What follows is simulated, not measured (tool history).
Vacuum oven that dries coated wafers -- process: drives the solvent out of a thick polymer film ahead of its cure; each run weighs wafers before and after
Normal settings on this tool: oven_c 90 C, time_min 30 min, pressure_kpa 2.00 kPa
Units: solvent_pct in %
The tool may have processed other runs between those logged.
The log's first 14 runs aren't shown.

run	hour	oven_c	time_min	pressure_kpa	hours of work since the thermocouples were calibrated	hours of work since the vacuum gauge was cleaned of residue	solvent_pct
15	843.4	90	30	3.73	1312	2000	4.30
16	898.5	90	30	3.73	1356	2044	4.32
# hour 914.3: oven's thermocouples calibrated
17	936.7	90	30	3.73	18	2073	5.28
# hour 960.4: vacuum gauge cleaned of residue and calibrated
18	1016.0	97	30	2.00	80	44	1.71
19	1066.7	97	30	2.00	120	85	1.71
20	1128.2	90	30	4.02	169	134	4.84
21	1207.0	90	18	4.02	232	197	6.75
22	1261.4	90	30	2.00	276	240	3.04
23	1326.0	97	30	3.42	327	292	2.72
24	1381.6	102	29	2.00	372	336	1.35
25	1443.8	102	29	2.00	421	386	1.30
26	1499.2	90	15	2.00	466	430	6.08
27	1561.7	90	15	2.00	515	480	5.95
28	1615.2	90	15	2.00	558	522	5.98
29	1665.7	92	21	2.00	598	563	3.63
30	1726.0	92	21	2.00	646	611	3.61
31	1786.4	90	26	1.93	695	659	3.39
32	1844.0	90	26	1.93	741	705	3.36
33	1911.3	87	31	4.46	794	759	6.02
34	1964.0	84	52	4.46	836	801	5.79

What will run 35 give?
35	2038.7	83	30	5.60	896	860	?

solvent_pct: 8.83 %
Minus the tool's unlogged condition, the same run would have read solvent_pct 9.24 %.

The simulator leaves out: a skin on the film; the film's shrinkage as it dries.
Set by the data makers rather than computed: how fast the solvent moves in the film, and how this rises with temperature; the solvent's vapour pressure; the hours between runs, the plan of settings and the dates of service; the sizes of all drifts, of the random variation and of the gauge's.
